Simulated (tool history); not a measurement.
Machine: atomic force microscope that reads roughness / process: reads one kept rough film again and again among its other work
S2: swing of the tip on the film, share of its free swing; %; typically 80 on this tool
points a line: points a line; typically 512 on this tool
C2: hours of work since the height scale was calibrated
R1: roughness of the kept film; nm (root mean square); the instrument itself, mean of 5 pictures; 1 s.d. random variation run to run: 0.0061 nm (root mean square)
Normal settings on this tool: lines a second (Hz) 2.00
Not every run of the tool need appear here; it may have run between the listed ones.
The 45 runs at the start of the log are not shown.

{"run": 46, "hour": 362.2, "lines a second (Hz)": 1.39, "S2": 66, "points a line": 397, "pictures with this tip": 223, "C2": 43, "R1": 1.071}
{"run": 47, "hour": 372.9, "lines a second (Hz)": 1.39, "S2": 66, "points a line": 397, "pictures with this tip": 248, "C2": 50, "R1": 1.042}
{"run": 48, "hour": 383.1, "lines a second (Hz)": 0.84, "S2": 62, "points a line": 513, "pictures with this tip": 271, "C2": 57, "R1": 1.053}
{"run": 49, "hour": 390.7, "lines a second (Hz)": 0.84, "S2": 62, "points a line": 513, "pictures with this tip": 288, "C2": 62, "R1": 1.035}
{"hour": 395.3, "done": "new tip fitted"}
{"run": 50, "hour": 399.7, "lines a second (Hz)": 0.84, "S2": 71, "points a line": 674, "pictures with this tip": 10, "C2": 68, "R1": 1.194}
{"run": 51, "hour": 407.6, "lines a second (Hz)": 2.0, "S2": 80, "points a line": 709, "pictures with this tip": 28, "C2": 73, "R1": 1.138}
{"run": 52, "hour": 412.8, "lines a second (Hz)": 2.33, "S2": 83, "points a line": 512, "pictures with this tip": 40, "C2": 77, "R1": 1.116}
{"run": 53, "hour": 419.9, "lines a second (Hz)": 2.0, "S2": 79, "points a line": 326, "pictures with this tip": 56, "C2": 81, "R1": 1.115}

Alternative continuations, all from the tool just after run 53; predict every row:
{"run": "A", "hour": 426.3, "lines a second (Hz)": 1.55, "S2": 79, "points a line": 326, "pictures with this tip": 70, "C2": 86, "R1": "?"}
{"run": "B", "hour": 426.3, "lines a second (Hz)": 2.0, "S2": 89, "points a line": 326, "pictures with this tip": 70, "C2": 86, "R1": "?"}
{"run": "C", "hour": 426.3, "lines a second (Hz)": 0.62, "S2": 79, "points a line": 806, "pictures with this tip": 70, "C2": 86, "R1": "?"}
{"run": "D", "hour": 426.3, "lines a second (Hz)": 2.0, "S2": 80, "points a line": 371, "pictures with this tip": 70, "C2": 86, "R1": "?"}

run=A R1=1.101
run=B R1=1.071
run=C R1=1.155
run=D R1=1.101
With the hidden condition removed and each run's random variation left untouched, the same runs would have given:
run=A R1=1.150
run=B R1=1.118
run=C R1=1.205
run=D R1=1.149
